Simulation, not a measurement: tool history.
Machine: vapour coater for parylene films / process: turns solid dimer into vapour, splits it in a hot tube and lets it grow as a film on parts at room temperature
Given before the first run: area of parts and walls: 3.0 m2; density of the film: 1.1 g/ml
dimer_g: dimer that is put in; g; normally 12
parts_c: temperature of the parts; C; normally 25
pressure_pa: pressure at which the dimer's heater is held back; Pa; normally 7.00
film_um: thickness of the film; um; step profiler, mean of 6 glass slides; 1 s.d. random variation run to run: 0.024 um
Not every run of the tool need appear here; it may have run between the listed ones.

{"run": 1, "hour": 0.0, "dimer_g": 12, "parts_c": 25, "pressure_pa": 7.0, "film_um": 1.54}
{"run": 2, "hour": 31.4, "dimer_g": 12, "parts_c": 25, "pressure_pa": 10.25, "film_um": 1.46}
{"run": 3, "hour": 50.7, "dimer_g": 12, "parts_c": 25, "pressure_pa": 10.25, "film_um": 1.47}
{"run": 4, "hour": 74.6, "dimer_g": 6, "parts_c": 25, "pressure_pa": 7.0, "film_um": 0.79}
{"run": 5, "hour": 99.9, "dimer_g": 12, "parts_c": 25, "pressure_pa": 7.0, "film_um": 1.54}
{"run": 6, "hour": 120.3, "dimer_g": 12, "parts_c": 25, "pressure_pa": 7.0, "film_um": 1.53}
{"run": 7, "hour": 154.7, "dimer_g": 12, "parts_c": 25, "pressure_pa": 7.0, "film_um": 1.54}
{"run": 8, "hour": 184.0, "dimer_g": 12, "parts_c": 25, "pressure_pa": 7.0, "film_um": 1.56}
{"run": 9, "hour": 215.7, "dimer_g": 19, "parts_c": 25, "pressure_pa": 7.0, "film_um": 2.43}
{"run": 10, "hour": 249.0, "dimer_g": 19, "parts_c": 25, "pressure_pa": 7.0, "film_um": 2.43}
{"run": 11, "hour": 267.7, "dimer_g": 12, "parts_c": 25, "pressure_pa": 7.0, "film_um": 1.56}
{"run": 12, "hour": 294.8, "dimer_g": 12, "parts_c": 25, "pressure_pa": 7.0, "film_um": 1.52}
{"run": 13, "hour": 333.0, "dimer_g": 12, "parts_c": 25, "pressure_pa": 7.0, "film_um": 1.52}
{"run": 14, "hour": 354.1, "dimer_g": 12, "parts_c": 25, "pressure_pa": 7.0, "film_um": 1.51}
{"run": 15, "hour": 370.3, "dimer_g": 12, "parts_c": 25, "pressure_pa": 7.0, "film_um": 1.52}
{"run": 16, "hour": 408.5, "dimer_g": 12, "parts_c": 25, "pressure_pa": 7.0, "film_um": 1.52}
{"run": 17, "hour": 440.6, "dimer_g": 12, "parts_c": 25, "pressure_pa": 7.0, "film_um": 1.54}
{"run": 18, "hour": 477.1, "dimer_g": 12, "parts_c": 25, "pressure_pa": 7.0, "film_um": 1.52}
{"run": 19, "hour": 503.7, "dimer_g": 12, "parts_c": 25, "pressure_pa": 7.0, "film_um": 1.47}
{"run": 20, "hour": 522.9, "dimer_g": 12, "parts_c": 25, "pressure_pa": 7.0, "film_um": 1.47}
{"run": 21, "hour": 555.5, "dimer_g": 16, "parts_c": 25, "pressure_pa": 7.0, "film_um": 2.01}
{"run": 22, "hour": 589.5, "dimer_g": 16, "parts_c": 25, "pressure_pa": 7.0, "film_um": 2.01}
{"hour": 597.0, "done": "trap's valve overhauled"}
{"run": 23, "hour": 629.6, "dimer_g": 16, "parts_c": 25, "pressure_pa": 7.0, "film_um": 2.24}
{"run": 24, "hour": 657.8, "dimer_g": 12, "parts_c": 25, "pressure_pa": 7.0, "film_um": 1.64}
{"run": 25, "hour": 680.5, "dimer_g": 12, "parts_c": 18, "pressure_pa": 7.0, "film_um": 1.89}
{"run": 26, "hour": 710.7, "dimer_g": 12, "parts_c": 18, "pressure_pa": 7.0, "film_um": 1.82}
{"run": 27, "hour": 735.8, "dimer_g": 10, "parts_c": 17, "pressure_pa": 9.49, "film_um": 1.51}
{"run": 28, "hour": 753.0, "dimer_g": 10, "parts_c": 17, "pressure_pa": 2.44, "film_um": 2.0}
{"run": 29, "hour": 782.4, "dimer_g": 10, "parts_c": 17, "pressure_pa": 2.44, "film_um": 1.94}
{"run": 30, "hour": 799.6, "dimer_g": 14, "parts_c": 30, "pressure_pa": 3.32, "film_um": 2.12}
{"run": 31, "hour": 825.3, "dimer_g": 14, "parts_c": 30, "pressure_pa": 3.32, "film_um": 2.09}
{"run": 32, "hour": 863.3, "dimer_g": 16, "parts_c": 32, "pressure_pa": 6.27, "film_um": 2.02}
{"run": 33, "hour": 893.8, "dimer_g": 16, "parts_c": 32, "pressure_pa": 6.27, "film_um": 2.03}
{"run": 34, "hour": 911.3, "dimer_g": 8, "parts_c": 20, "pressure_pa": 10.52, "film_um": 1.06}
{"run": 35, "hour": 929.6, "dimer_g": 10, "parts_c": 19, "pressure_pa": 5.19, "film_um": 1.6}
{"run": 36, "hour": 960.3, "dimer_g": 10, "parts_c": 19, "pressure_pa": 5.19, "film_um": 1.56}
{"run": 37, "hour": 992.4, "dimer_g": 18, "parts_c": 19, "pressure_pa": 7.8, "film_um": 2.62}
{"run": 38, "hour": 1009.6, "dimer_g": 18, "parts_c": 19, "pressure_pa": 7.8, "film_um": 2.6}
{"run": 39, "hour": 1038.5, "dimer_g": 6, "parts_c": 28, "pressure_pa": 5.0, "film_um": 0.81}
{"run": 40, "hour": 1076.2, "dimer_g": 6, "parts_c": 28, "pressure_pa": 5.0, "film_um": 0.81}
{"run": 41, "hour": 1114.4, "dimer_g": 7, "parts_c": 35, "pressure_pa": 7.0, "film_um": 0.8}
{"run": 42, "hour": 1152.0, "dimer_g": 7, "parts_c": 31, "pressure_pa": 8.06, "film_um": 0.81}
{"run": 43, "hour": 1178.8, "dimer_g": 7, "parts_c": 31, "pressure_pa": 8.06, "film_um": 0.81}
{"run": 44, "hour": 1203.0, "dimer_g": 16, "parts_c": 17, "pressure_pa": 2.0, "film_um": 3.14}
{"run": 45, "hour": 1225.7, "dimer_g": 10, "parts_c": 17, "pressure_pa": 11.21, "film_um": 1.36}
{"run": 46, "hour": 1261.0, "dimer_g": 10, "parts_c": 17, "pressure_pa": 11.21, "film_um": 1.33}
{"run": 47, "hour": 1297.9, "dimer_g": 6, "parts_c": 25, "pressure_pa": 2.06, "film_um": 1.01}
{"run": 48, "hour": 1330.9, "dimer_g": 22, "parts_c": 34, "pressure_pa": 2.46, "film_um": 3.15}

Forecast each of these 3 alternatives for the next run:
{"run": "A", "hour": 1353.4, "dimer_g": 5, "parts_c": 34, "pressure_pa": 2.76, "film_um": "?"}
{"run": "B", "hour": 1353.4, "dimer_g": 12, "parts_c": 25, "pressure_pa": 11.82, "film_um": "?"}
{"run": "C", "hour": 1353.4, "dimer_g": 7, "parts_c": 34, "pressure_pa": 10.28, "film_um": "?"}

run=A film_um=0.71
run=B film_um=1.39
run=C film_um=0.71
Without the tool's unlogged condition, the same runs would have read:
run=A film_um=0.77
run=B film_um=1.52
run=C film_um=0.78
